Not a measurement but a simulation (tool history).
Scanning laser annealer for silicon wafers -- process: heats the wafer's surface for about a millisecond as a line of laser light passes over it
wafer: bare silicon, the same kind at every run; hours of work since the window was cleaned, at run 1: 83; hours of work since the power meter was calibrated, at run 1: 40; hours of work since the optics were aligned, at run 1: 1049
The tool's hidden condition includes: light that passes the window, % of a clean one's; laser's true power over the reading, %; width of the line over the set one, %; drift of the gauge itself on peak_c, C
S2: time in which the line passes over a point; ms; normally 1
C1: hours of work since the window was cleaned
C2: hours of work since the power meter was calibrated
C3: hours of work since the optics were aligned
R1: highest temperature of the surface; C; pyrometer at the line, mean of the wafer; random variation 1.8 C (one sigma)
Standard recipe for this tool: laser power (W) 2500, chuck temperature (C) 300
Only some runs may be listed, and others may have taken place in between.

Run 1, hour 0: usual settings; C1 83; C2 40; C3 1049. Result: R1 1045 C.
Run 2, hour 6.7: usual settings; C1 86; C2 43; C3 1052. Result: R1 1046 C.
Run 3, hour 16.1: usual settings but chuck temperature (C) 310; C1 90; C2 47; C3 1056. Result: R1 1055 C.
Run 4, hour 23.9: usual settings but S2 0.98 ms; C1 94; C2 51; C3 1060. Result: R1 1037 C.
Run 5, hour 34.5: usual settings but S2 0.98 ms; C1 99; C2 55; C3 1065. Result: R1 1032 C.
Run 6, hour 41.1: usual settings but S2 0.98 ms; C1 101; C2 58; C3 1068. Result: R1 1036 C.
Run 7, hour 50.8: usual settings but laser power (W) 2674; C1 106; C2 62; C3 1072. Result: R1 1097 C.
Run 8, hour 56.5: usual settings; C1 108; C2 65; C3 1074. Result: R1 1042 C.
Run 9, hour 67.2: usual settings; C1 113; C2 70; C3 1079. Result: R1 1042 C.
Run 10, hour 72.7: usual settings; C1 115; C2 72; C3 1081. Result: R1 1041 C.
Run 11, hour 82.3: usual settings; C1 120; C2 76; C3 1086. Result: R1 1039 C.
Run 12, hour 93.2: usual settings; C1 124; C2 81; C3 1091. Result: R1 1043 C.
Run 13, hour 104.3: usual settings but laser power (W) 2454; C1 129; C2 86; C3 1095. Result: R1 1029 C.
Run 14, hour 110.1: usual settings but chuck temperature (C) 269; C1 132; C2 89; C3 1098. Result: R1 1013 C.
Run 15, hour 119.1: usual settings; C1 136; C2 93; C3 1102. Result: R1 1041 C.
Run 16, hour 125.6: usual settings; C1 139; C2 96; C3 1105. Result: R1 1043 C.
Run 17, hour 136.8: usual settings; C1 144; C2 101; C3 1110. Result: R1 1044 C.
Run 18, hour 146.5: usual settings; C1 148; C2 105; C3 1114. Result: R1 1038 C.
Run 19, hour 152.6: usual settings but chuck temperature (C) 315; C1 151; C2 108; C3 1117. Result: R1 1052 C.
At hour 155.6: window over the wafer cleaned.
Run 20, hour 164.3: usual settings but S2 0.74 ms; C1 4; C2 112; C3 1121. Result: R1 920 C.
Run 21, hour 171.1: usual settings but laser power (W) 2159, chuck temperature (C) 318; C1 7; C2 115; C3 1124. Result: R1 946 C.
Run 22, hour 179.4: usual settings but laser power (W) 2523, S2 0.78 ms, chuck temperature (C) 297; C1 11; C2 118; C3 1128. Result: R1 943 C.
Run 23, hour 186.5: usual settings but laser power (W) 2174, S2 0.75 ms, chuck temperature (C) 328; C1 14; C2 122; C3 1131. Result: R1 866 C.
Run 24, hour 194.5: usual settings but S2 0.82 ms, chuck temperature (C) 273; C1 17; C2 125; C3 1134. Result: R1 930 C.
At hour 197.6: window over the wafer cleaned, once more.
Run 25, hour 206.6: usual settings but S2 0.82 ms, chuck temperature (C) 273; C1 4; C2 130; C3 1139. Result: R1 939 C.
Run 26, hour 212.5: usual settings but laser power (W) 2481, S2 0.71 ms, chuck temperature (C) 314; C1 7; C2 132; C3 1142. Result: R1 919 C.
Run 27, hour 219.7: usual settings but S2 1.01 ms, chuck temperature (C) 323; C1 10; C2 135; C3 1145. Result: R1 1071 C.
Run 28, hour 230.1: usual settings but S2 1.01 ms, chuck temperature (C) 323; C1 14; C2 140; C3 1149. Result: R1 1068 C.
Run 29, hour 238.9: usual settings but S2 1.25 ms, chuck temperature (C) 281; C1 18; C2 144; C3 1153. Result: R1 1121 C.
Run 30, hour 244: usual settings but laser power (W) 2650; C1 21; C2 146; C3 1155. Result: R1 1090 C.
Run 31, hour 250.7: usual settings but laser power (W) 2650; C1 23; C2 149; C3 1158. Result: R1 1091 C.
Run 32, hour 256.2: usual settings but laser power (W) 2650; C1 26; C2 152; C3 1161. Result: R1 1090 C.
Run 33, hour 262.1: usual settings but laser power (W) 2650, S2 0.79 ms, chuck temperature (C) 291; C1 29; C2 154; C3 1163. Result: R1 980 C.
Run 34, hour 270.2: usual settings but laser power (W) 2650, S2 0.91 ms, chuck temperature (C) 326; C1 32; C2 158; C3 1167. Result: R1 1072 C.
Run 35, hour 280.7: usual settings but laser power (W) 2273, S2 0.91 ms, chuck temperature (C) 326; C1 37; C2 162; C3 1172. Result: R1 961 C.
Run 36, hour 286.8: usual settings but laser power (W) 2273, S2 0.91 ms, chuck temperature (C) 326; C1 39; C2 165; C3 1174. Result: R1 961 C.
Run 37, hour 295.9: usual settings but laser power (W) 2273, S2 0.91 ms, chuck temperature (C) 326; C1 43; C2 169; C3 1178. Result: R1 963 C.
Run 38, hour 303.3: usual settings but laser power (W) 2388, S2 0.96 ms, chuck temperature (C) 321; C1 47; C2 172; C3 1182. Result: R1 1010 C.
Run 39, hour 308.5: usual settings but laser power (W) 2409, S2 0.77 ms; C1 49; C2 175; C3 1184. Result: R1 915 C.
Run 40, hour 319.6: usual settings but laser power (W) 2559, chuck temperature (C) 287; C1 54; C2 180; C3 1189. Result: R1 1046 C.

Here are 5 independent what-if runs from the current tool condition. What would each one return?
Run A, hour 329.9: usual settings but laser power (W) 2559, chuck temperature (C) 287; C1 58; C2 184; C3 1193. Result: R1 ?.
Run B, hour 329.9: usual settings but laser power (W) 2561, S2 0.89 ms, chuck temperature (C) 268; C1 58; C2 184; C3 1193. Result: R1 ?.
Run C, hour 329.9: usual settings but laser power (W) 2519, S2 0.98 ms, chuck temperature (C) 287; C1 58; C2 184; C3 1193. Result: R1 ?.
Run D, hour 329.9: usual settings but laser power (W) 2559, S2 0.86 ms, chuck temperature (C) 293; C1 58; C2 184; C3 1193. Result: R1 ?.
Run E, hour 329.9: usual settings but laser power (W) 2232, S2 1.15 ms, chuck temperature (C) 264; C1 58; C2 184; C3 1193. Result: R1 ?.

run    R1
  A  1046
  B   980
  C  1024
  D   989
  E   975
With no hidden state in the tool, these same runs would have given:
run    R1
  A  1062
  B   995
  C  1039
  D  1003
  E   990

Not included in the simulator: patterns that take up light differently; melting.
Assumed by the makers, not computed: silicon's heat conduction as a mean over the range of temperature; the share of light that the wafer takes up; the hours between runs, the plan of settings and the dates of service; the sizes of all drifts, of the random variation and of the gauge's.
